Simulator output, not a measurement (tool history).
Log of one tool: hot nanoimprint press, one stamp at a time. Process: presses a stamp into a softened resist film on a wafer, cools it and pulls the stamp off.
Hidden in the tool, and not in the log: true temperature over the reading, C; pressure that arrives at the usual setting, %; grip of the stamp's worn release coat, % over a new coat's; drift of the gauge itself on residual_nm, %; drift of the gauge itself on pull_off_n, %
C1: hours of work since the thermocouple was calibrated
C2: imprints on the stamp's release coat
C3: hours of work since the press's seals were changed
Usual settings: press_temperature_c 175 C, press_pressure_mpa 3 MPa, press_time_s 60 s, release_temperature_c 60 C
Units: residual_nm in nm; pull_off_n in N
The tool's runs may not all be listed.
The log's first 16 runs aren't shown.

Run 17, day 28.525: usual settings but press_pressure_mpa 2.97 MPa, press_time_s 47 s; C1 80; C2 439; C3 619. Result: residual_nm 369 nm, pull_off_n 111 N.
Run 18, day 31.088: usual settings but press_pressure_mpa 2.97 MPa, press_time_s 54 s; C1 121; C2 707; C3 660. Result: residual_nm 351.7 nm, pull_off_n 113 N.
Run 19, day 33.521: usual settings but press_pressure_mpa 2.97 MPa, press_time_s 54 s; C1 160; C2 961; C3 698. Result: residual_nm 353.4 nm, pull_off_n 111 N.
At day 35.233: stamp cleaned and given a new release coat.
Run 20, day 35.929: usual settings but press_temperature_c 163 C, press_pressure_mpa 2.87 MPa, press_time_s 49 s, release_temperature_c 51 C; C1 194; C2 73; C3 733. Result: residual_nm 468.5 nm, pull_off_n 123 N.
Run 21, day 36.971: usual settings but press_time_s 33 s, release_temperature_c 48 C; C1 211; C2 181; C3 749. Result: residual_nm 408.1 nm, pull_off_n 141 N.
Run 22, day 39.054: usual settings but press_temperature_c 169 C, press_pressure_mpa 3.23 MPa, press_time_s 35 s, release_temperature_c 48 C; C1 244; C2 399; C3 782. Result: residual_nm 434.5 nm, pull_off_n 139 N.
Run 23, day 40.408: usual settings but press_temperature_c 169 C, press_pressure_mpa 3.23 MPa, press_time_s 35 s, release_temperature_c 48 C; C1 265; C2 541; C3 804. Result: residual_nm 433.5 nm, pull_off_n 143 N.
Run 24, day 41.879: usual settings but release_temperature_c 50 C; C1 289; C2 694; C3 827. Result: residual_nm 338.8 nm, pull_off_n 135 N.
Run 25, day 43.412: usual settings but press_temperature_c 176 C, press_pressure_mpa 2.47 MPa; C1 313; C2 855; C3 851. Result: residual_nm 368.3 nm, pull_off_n 112 N.
At day 44.233: plate thermocouple calibrated.
Run 26, day 45.292: usual settings but press_temperature_c 183 C, press_pressure_mpa 4.43 MPa, press_time_s 101 s, release_temperature_c 55 C; C1 17; C2 1038; C3 879. Result: residual_nm 189 nm, pull_off_n 124 N.
At day 46.338: stamp cleaned and given a new release coat.
Run 27, day 47.488: usual settings but press_time_s 38 s; C1 48; C2 121; C3 910. Result: residual_nm 390.3 nm, pull_off_n 109 N.
Run 28, day 48.867: usual settings but press_temperature_c 164 C, press_time_s 116 s; C1 70; C2 265; C3 932. Result: residual_nm 351.4 nm, pull_off_n 109 N.
Run 29, day 50.2: usual settings but press_temperature_c 164 C, press_pressure_mpa 3.38 MPa, press_time_s 46 s, release_temperature_c 51 C; C1 91; C2 404; C3 953. Result: residual_nm 437 nm, pull_off_n 127 N.
Run 30, day 52.521: usual settings but press_temperature_c 164 C, press_pressure_mpa 3.38 MPa, press_time_s 46 s, release_temperature_c 51 C; C1 128; C2 646; C3 990. Result: residual_nm 436.7 nm, pull_off_n 131 N.

Forecast each of these 4 alternatives for the next run:
Run A, day 53.871: usual settings but press_temperature_c 163 C, press_pressure_mpa 3.38 MPa, press_time_s 108 s, release_temperature_c 51 C; C1 149; C2 788; C3 1012. Result: residual_nm ?, pull_off_n ?.
Run B, day 53.871: usual settings but press_time_s 63 s; C1 149; C2 788; C3 1012. Result: residual_nm ?, pull_off_n ?.
Run C, day 53.871: usual settings but press_pressure_mpa 2.69 MPa, press_time_s 54 s, release_temperature_c 59 C; C1 149; C2 788; C3 1012. Result: residual_nm ?, pull_off_n ?.
Run D, day 53.871: usual settings but press_temperature_c 174 C, press_pressure_mpa 3.89 MPa, release_temperature_c 62 C; C1 149; C2 788; C3 1012. Result: residual_nm ?, pull_off_n ?.

run  residual_nm  pull_off_n
  A        350.8         133
  B        334.3         110
  C          372         113
  D        302.7         110
Without the tool's hidden state the same runs would have given:
run  residual_nm  pull_off_n
  A        350.5         132
  B          334         109
  C        371.7         113
  D        302.4         110

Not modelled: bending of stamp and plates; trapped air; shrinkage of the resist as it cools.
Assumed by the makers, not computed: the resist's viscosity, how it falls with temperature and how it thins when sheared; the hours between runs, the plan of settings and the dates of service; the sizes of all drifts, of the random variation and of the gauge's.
